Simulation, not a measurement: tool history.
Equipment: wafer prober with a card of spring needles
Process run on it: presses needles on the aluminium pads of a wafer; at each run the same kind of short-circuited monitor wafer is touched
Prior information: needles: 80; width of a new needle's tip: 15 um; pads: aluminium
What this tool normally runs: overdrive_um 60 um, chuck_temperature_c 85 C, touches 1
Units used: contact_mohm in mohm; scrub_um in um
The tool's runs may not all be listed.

run 1 day=0 | overdrive_um=60 chuck_temperature_c=85 touches=1 | contact_mohm=225 scrub_um=13.09
-- day=0.158 tips cleaned on abrasive film
-- day=0.346 tips cleaned on abrasive film
-- day=0.542 tips cleaned on abrasive film
run 2 day=0.696 | overdrive_um=60 chuck_temperature_c=85 touches=1 | contact_mohm=246 scrub_um=13.07
-- day=0.738 tips cleaned on abrasive film
-- day=0.933 tips cleaned on abrasive film
-- day=1.117 tips cleaned on abrasive film
run 3 day=1.154 | overdrive_um=60 chuck_temperature_c=85 touches=1 | contact_mohm=220 scrub_um=12.95
-- day=1.275 tips cleaned on abrasive film
-- day=1.475 tips cleaned on abrasive film
run 4 day=1.533 | overdrive_um=60 chuck_temperature_c=85 touches=1 | contact_mohm=228 scrub_um=12.83
-- day=1.654 tips cleaned on abrasive film
-- day=1.833 tips cleaned on abrasive film
-- day=2.012 tips cleaned on abrasive film
run 5 day=2.012 | overdrive_um=60 chuck_temperature_c=85 touches=1 | contact_mohm=206 scrub_um=12.86
-- day=2.196 tips cleaned on abrasive film
-- day=2.388 tips cleaned on abrasive film
-- day=2.583 tips cleaned on abrasive film
run 6 day=2.583 | overdrive_um=60 chuck_temperature_c=85 touches=1 | contact_mohm=208 scrub_um=12.85
-- day=2.771 tips cleaned on abrasive film
-- day=2.971 tips cleaned on abrasive film
-- day=3.129 tips cleaned on abrasive film
run 7 day=3.171 | overdrive_um=62 chuck_temperature_c=85 touches=1 | contact_mohm=216 scrub_um=13.34
-- day=3.329 tips cleaned on abrasive film
-- day=3.521 tips cleaned on abrasive film
run 8 day=3.671 | overdrive_um=62 chuck_temperature_c=85 touches=1 | contact_mohm=243 scrub_um=13.28
-- day=3.717 tips cleaned on abrasive film
-- day=3.912 tips cleaned on abrasive film
run 9 day=4.054 | overdrive_um=62 chuck_temperature_c=85 touches=1 | contact_mohm=241 scrub_um=13.25
-- day=4.096 tips cleaned on abrasive film
-- day=4.275 tips cleaned on abrasive film
-- day=4.471 tips cleaned on abrasive film
-- day=4.633 height of the first contact set anew
-- day=4.671 tips cleaned on abrasive film
run 10 day=4.708 | overdrive_um=62 chuck_temperature_c=85 touches=1 | contact_mohm=221 scrub_um=13.59
-- day=4.858 tips cleaned on abrasive film
-- day=5.033 tips cleaned on abrasive film
run 11 day=5.033 | overdrive_um=63 chuck_temperature_c=85 touches=1 | contact_mohm=206 scrub_um=13.77
-- day=5.196 tips cleaned on abrasive film
-- day=5.371 tips cleaned on abrasive film
-- day=5.554 tips cleaned on abrasive film
run 12 day=5.642 | overdrive_um=60 chuck_temperature_c=85 touches=1 | contact_mohm=234 scrub_um=13.19
-- day=5.725 tips cleaned on abrasive film
-- day=5.888 tips cleaned on abrasive film
-- day=6.054 tips cleaned on abrasive film
run 13 day=6.054 | overdrive_um=60 chuck_temperature_c=85 touches=1 | contact_mohm=207 scrub_um=13.08
-- day=6.212 tips cleaned on abrasive film
-- day=6.404 tips cleaned on abrasive film
run 14 day=6.558 | overdrive_um=60 chuck_temperature_c=85 touches=1 | contact_mohm=244 scrub_um=13.1
-- day=6.604 tips cleaned on abrasive film
-- day=6.804 tips cleaned on abrasive film
-- day=6.992 tips cleaned on abrasive film
run 15 day=6.992 | overdrive_um=60 chuck_temperature_c=85 touches=1 | contact_mohm=206 scrub_um=13
-- day=7.192 tips cleaned on abrasive film
-- day=7.388 tips cleaned on abrasive film
-- day=7.546 tips cleaned on abrasive film
run 16 day=7.6 | overdrive_um=69 chuck_temperature_c=85 touches=1 | contact_mohm=215 scrub_um=14.99
-- day=7.721 tips cleaned on abrasive film
-- day=7.879 tips cleaned on abrasive film
-- day=8.062 tips cleaned on abrasive film
run 17 day=8.062 | overdrive_um=75 chuck_temperature_c=85 touches=2 | contact_mohm=205 scrub_um=16.17
-- day=8.258 tips cleaned on abrasive film
run 18 day=8.375 | overdrive_um=75 chuck_temperature_c=85 touches=2 | contact_mohm=211 scrub_um=16.32
-- day=8.458 tips cleaned on abrasive film
-- day=8.654 tips cleaned on abrasive film
run 19 day=8.804 | overdrive_um=60 chuck_temperature_c=51 touches=3 | contact_mohm=211 scrub_um=12.79
-- day=8.846 tips cleaned on abrasive film
-- day=9.025 tips cleaned on abrasive film
-- day=9.217 tips cleaned on abrasive film
-- day=9.408 tips cleaned on abrasive film
run 20 day=9.488 | overdrive_um=61 chuck_temperature_c=52 touches=2 | contact_mohm=217 scrub_um=13.07
-- day=9.571 tips cleaned on abrasive film
-- day=9.771 tips cleaned on abrasive film
-- day=9.962 tips cleaned on abrasive film
run 21 day=10.112 | overdrive_um=47 chuck_temperature_c=52 touches=1 | contact_mohm=281 scrub_um=10.01
-- day=10.158 tips cleaned on abrasive film
-- day=10.346 tips cleaned on abrasive film
-- day=10.542 tips cleaned on abrasive film
-- day=10.733 tips cleaned on abrasive film
run 22 day=10.733 | overdrive_um=60 chuck_temperature_c=85 touches=1 | contact_mohm=212 scrub_um=12.76
-- day=10.917 tips cleaned on abrasive film
-- day=11.112 tips cleaned on abrasive film
-- day=11.304 tips cleaned on abrasive film
run 23 day=11.412 | overdrive_um=60 chuck_temperature_c=85 touches=1 | contact_mohm=241 scrub_um=12.74
-- day=11.496 tips cleaned on abrasive film
-- day=11.546 height of the first contact set anew
-- day=11.667 tips cleaned on abrasive film
-- day=11.858 tips cleaned on abrasive film
run 24 day=11.942 | overdrive_um=60 chuck_temperature_c=85 touches=1 | contact_mohm=234 scrub_um=13.05

Each row is a separate what-if for the run after 24, all from the same tool condition, not one after another. Results?
-- day=12.021 tips cleaned on abrasive film
-- day=12.183 tips cleaned on abrasive film
-- day=12.375 tips cleaned on abrasive film
run A day=12.504 | overdrive_um=56 chuck_temperature_c=85 touches=1 | contact_mohm=? scrub_um=?
-- day=12.021 tips cleaned on abrasive film
-- day=12.183 tips cleaned on abrasive film
-- day=12.375 tips cleaned on abrasive film
run B day=12.504 | overdrive_um=44 chuck_temperature_c=85 touches=1 | contact_mohm=? scrub_um=?
-- day=12.021 tips cleaned on abrasive film
-- day=12.183 tips cleaned on abrasive film
-- day=12.375 tips cleaned on abrasive film
run C day=12.504 | overdrive_um=60 chuck_temperature_c=85 touches=2 | contact_mohm=? scrub_um=?
-- day=12.021 tips cleaned on abrasive film
-- day=12.183 tips cleaned on abrasive film
-- day=12.375 tips cleaned on abrasive film
run D day=12.504 | overdrive_um=60 chuck_temperature_c=85 touches=1 | contact_mohm=? scrub_um=?
-- day=12.021 tips cleaned on abrasive film
-- day=12.183 tips cleaned on abrasive film
-- day=12.375 tips cleaned on abrasive film
run E day=12.504 | overdrive_um=60 chuck_temperature_c=85 touches=1 | contact_mohm=? scrub_um=?

run=A contact_mohm=256 scrub_um=12.2
run=B contact_mohm=283 scrub_um=9.68
run=C contact_mohm=228 scrub_um=13.17
run=D contact_mohm=244 scrub_um=13.1
run=E contact_mohm=242 scrub_um=13.07
Stripped of hidden state, with their random variation kept, the same runs would have yielded:
run=A contact_mohm=206 scrub_um=12.26
run=B contact_mohm=206 scrub_um=9.74
run=C contact_mohm=200 scrub_um=13.23
run=D contact_mohm=200 scrub_um=13.16
run=E contact_mohm=198 scrub_um=13.13
